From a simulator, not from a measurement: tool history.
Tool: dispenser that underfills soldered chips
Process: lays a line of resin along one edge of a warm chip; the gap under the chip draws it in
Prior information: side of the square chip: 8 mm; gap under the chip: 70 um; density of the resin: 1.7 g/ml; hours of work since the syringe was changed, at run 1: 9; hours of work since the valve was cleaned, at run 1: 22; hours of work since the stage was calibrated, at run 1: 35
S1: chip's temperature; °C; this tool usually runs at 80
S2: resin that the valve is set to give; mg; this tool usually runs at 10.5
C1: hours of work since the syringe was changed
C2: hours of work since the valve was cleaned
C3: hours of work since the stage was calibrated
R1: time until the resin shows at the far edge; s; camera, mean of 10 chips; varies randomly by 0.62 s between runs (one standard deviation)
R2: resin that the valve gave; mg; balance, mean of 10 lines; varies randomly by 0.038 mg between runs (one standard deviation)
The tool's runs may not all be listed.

Run 1, hour 0: usual settings; C1 9; C2 22; C3 35. Result: R1 77.8 s, R2 10.41 mg.
Run 2, hour 2.7: usual settings but S2 10.1 mg; C1 10; C2 23; C3 37. Result: R1 87.6 s, R2 9.99 mg.
At hour 3.5: new syringe of resin.
Run 3, hour 8.7: usual settings but S2 10.1 mg; C1 4; C2 28; C3 41. Result: R1 64.5 s, R2 9.98 mg.
Run 4, hour 14.6: usual settings but S2 10.1 mg; C1 8; C2 32; C3 45. Result: R1 78.3 s, R2 9.95 mg.
Run 5, hour 18.1: usual settings but S2 9.3 mg; C1 10; C2 34; C3 48. Result: R1 88 s, R2 9.17 mg.
At hour 18.9: new syringe of resin.
Run 6, hour 21.5: usual settings but S2 9.3 mg; C1 2; C2 36; C3 50. Result: R1 59.8 s, R2 9.16 mg.
Run 7, hour 26: usual settings but S2 9.3 mg; C1 5; C2 40; C3 53. Result: R1 70.9 s, R2 9.1 mg.
Run 8, hour 29.5: usual settings but S1 68 °C, S2 9.3 mg; C1 8; C2 42; C3 56. Result: R1 144 s, R2 9.1 mg.
At hour 33.9: new syringe of resin.
Run 9, hour 34.6: usual settings but S2 13.5 mg; C1 0; C2 46; C3 59. Result: R1 53.8 s, R2 13.26 mg.
At hour 38: dispensing valve cleaned and set on the balance.
Run 10, hour 41.2: usual settings; C1 5; C2 2; C3 63. Result: R1 66.5 s, R2 10.47 mg.
Run 11, hour 45.4: usual settings but S1 76 °C; C1 7; C2 5; C3 66. Result: R1 92.4 s, R2 10.5 mg.
Run 12, hour 49.1: usual settings but S1 76 °C; C1 10; C2 8; C3 69. Result: R1 104.5 s, R2 10.43 mg.
At hour 50.3: new syringe of resin.
Run 13, hour 53.7: usual settings but S1 76 °C; C1 2; C2 11; C3 72. Result: R1 72.9 s, R2 10.48 mg.
Run 14, hour 56.6: usual settings but S1 76 °C; C1 5; C2 13; C3 74. Result: R1 79.9 s, R2 10.48 mg.
Run 15, hour 61.4: usual settings but S1 90 °C, S2 9.5 mg; C1 8; C2 16; C3 77. Result: R1 49.7 s, R2 9.49 mg.
Run 16, hour 64: usual settings but S1 77 °C, S2 10.4 mg; C1 10; C2 18; C3 79. Result: R1 96 s, R2 10.31 mg.
At hour 65.4: new syringe of resin.
Run 17, hour 67.4: usual settings but S1 68 °C, S2 10.3 mg; C1 1; C2 20; C3 81. Result: R1 100.4 s, R2 10.2 mg.
Run 18, hour 71.5: usual settings but S1 78 °C, S2 12.7 mg; C1 4; C2 23; C3 84. Result: R1 67.6 s, R2 12.53 mg.
Run 19, hour 76.8: usual settings but S1 82 °C, S2 11.1 mg; C1 8; C2 27; C3 88. Result: R1 66.8 s, R2 10.97 mg.
At hour 80.4: new syringe of resin.
Run 20, hour 80.9: usual settings but S1 92 °C, S2 12.8 mg; C1 0; C2 30; C3 91. Result: R1 29.4 s, R2 12.7 mg.
Run 21, hour 85.5: usual settings but S1 90 °C, S2 12.4 mg; C1 4; C2 33; C3 94. Result: R1 37.1 s, R2 12.22 mg.
Run 22, hour 91.3: usual settings but S1 79 °C, S2 12.7 mg; C1 8; C2 37; C3 98. Result: R1 76.5 s, R2 12.47 mg.
Run 23, hour 94.5: usual settings but S1 79 °C, S2 12.7 mg; C1 10; C2 40; C3 100. Result: R1 83.1 s, R2 12.54 mg.
At hour 95.9: new syringe of resin.
Run 24, hour 98.1: usual settings but S1 84 °C, S2 12.4 mg; C1 2; C2 42; C3 103. Result: R1 45.4 s, R2 12.16 mg.
Run 25, hour 103.7: usual settings but S1 83 °C, S2 11.6 mg; C1 6; C2 46; C3 107. Result: R1 58.1 s, R2 11.39 mg.
At hour 106.7: dispensing valve cleaned and set on the balance.
Run 26, hour 107.2: usual settings but S1 77 °C, S2 13.2 mg; C1 7; C2 0; C3 109. Result: R1 81.9 s, R2 13.18 mg.
Run 27, hour 109.8: usual settings but S1 77 °C, S2 13.2 mg; C1 9; C2 2; C3 110. Result: R1 88.9 s, R2 13.17 mg.

For each entry between runs, how does the tool's hidden state at the last listed run before it compare with that at the first listed run after it?
Between runs 2 and 3: new syringe of resin (hour 3.5)
  resin's viscosity, % of fresh resin's: 160.6 -> 118.4; dose that the valve gives, % of what is set: 98.99 -> 98.82; true chip temperature over the reading, C: 0.3 -> 0.33
  what was measured, less what the result would be without the hidden state, R1: +32.4 -> +9.3 s; R2: -0.1 -> -0.11 mg
Between runs 5 and 6: new syringe of resin (hour 18.9)
  resin's viscosity, % of fresh resin's: 161.5 -> 109.3; dose that the valve gives, % of what is set: 98.53 -> 98.44; true chip temperature over the reading, C: 0.38 -> 0.39
  what was measured, less what the result would be without the hidden state, R1: +33 -> +4.3 s; R2: -0.13 -> -0.15 mg
Between runs 8 and 9: new syringe of resin (hour 33.9)
  resin's viscosity, % of fresh resin's: 142.2 -> 103.8; dose that the valve gives, % of what is set: 98.19 -> 98.04; true chip temperature over the reading, C: 0.43 -> 0.46
  what was measured, less what the result would be without the hidden state, R1: +41.1 -> +0.8 s; R2: -0.17 -> -0.27 mg
Between runs 9 and 10: dispensing valve cleaned and set on the balance (hour 38)
  resin's viscosity, % of fresh resin's: 103.8 -> 124.8; dose that the valve gives, % of what is set: 98.04 -> 99.83; true chip temperature over the reading, C: 0.46 -> 0.49
  what was measured, less what the result would be without the hidden state, R1: +0.8 -> +11.9 s; R2: -0.27 -> -0.02 mg
Between runs 12 and 13: new syringe of resin (hour 50.3)
  resin's viscosity, % of fresh resin's: 161.7 -> 112.2; dose that the valve gives, % of what is set: 99.59 -> 99.46; true chip temperature over the reading, C: 0.52 -> 0.55
  what was measured, less what the result would be without the hidden state, R1: +38.4 -> +6.3 s; R2: -0.05 -> -0.06 mg
Between runs 16 and 17: new syringe of resin (hour 65.4)
  resin's viscosity, % of fresh resin's: 157.1 -> 104.5; dose that the valve gives, % of what is set: 99.15 -> 99.06; true chip temperature over the reading, C: 0.6 -> 0.61
  what was measured, less what the result would be without the hidden state, R1: +33.2 -> +1.5 s; R2: -0.09 -> -0.1 mg
Between runs 19 and 20: new syringe of resin (hour 80.4)
  resin's viscosity, % of fresh resin's: 142.3 -> 101.9; dose that the valve gives, % of what is set: 98.79 -> 98.67; true chip temperature over the reading, C: 0.66 -> 0.68
  what was measured, less what the result would be without the hidden state, R1: +18.3 -> -0.4 s; R2: -0.13 -> -0.17 mg
Between runs 23 and 24: new syringe of resin (hour 95.9)
  resin's viscosity, % of fresh resin's: 159.3 -> 107.6; dose that the valve gives, % of what is set: 98.26 -> 98.17; true chip temperature over the reading, C: 0.74 -> 0.76
  what was measured, less what the result would be without the hidden state, R1: +29.3 -> +1.7 s; R2: -0.22 -> -0.23 mg
Between runs 25 and 26: dispensing valve cleaned and set on the balance (hour 106.7)
  resin's viscosity, % of fresh resin's: 129.3 -> 140.5; dose that the valve gives, % of what is set: 97.98 -> 100.04; true chip temperature over the reading, C: 0.79 -> 0.8
  what was measured, less what the result would be without the hidden state, R1: +11.6 -> +21.3 s; R2: -0.24 -> +0.01 mg

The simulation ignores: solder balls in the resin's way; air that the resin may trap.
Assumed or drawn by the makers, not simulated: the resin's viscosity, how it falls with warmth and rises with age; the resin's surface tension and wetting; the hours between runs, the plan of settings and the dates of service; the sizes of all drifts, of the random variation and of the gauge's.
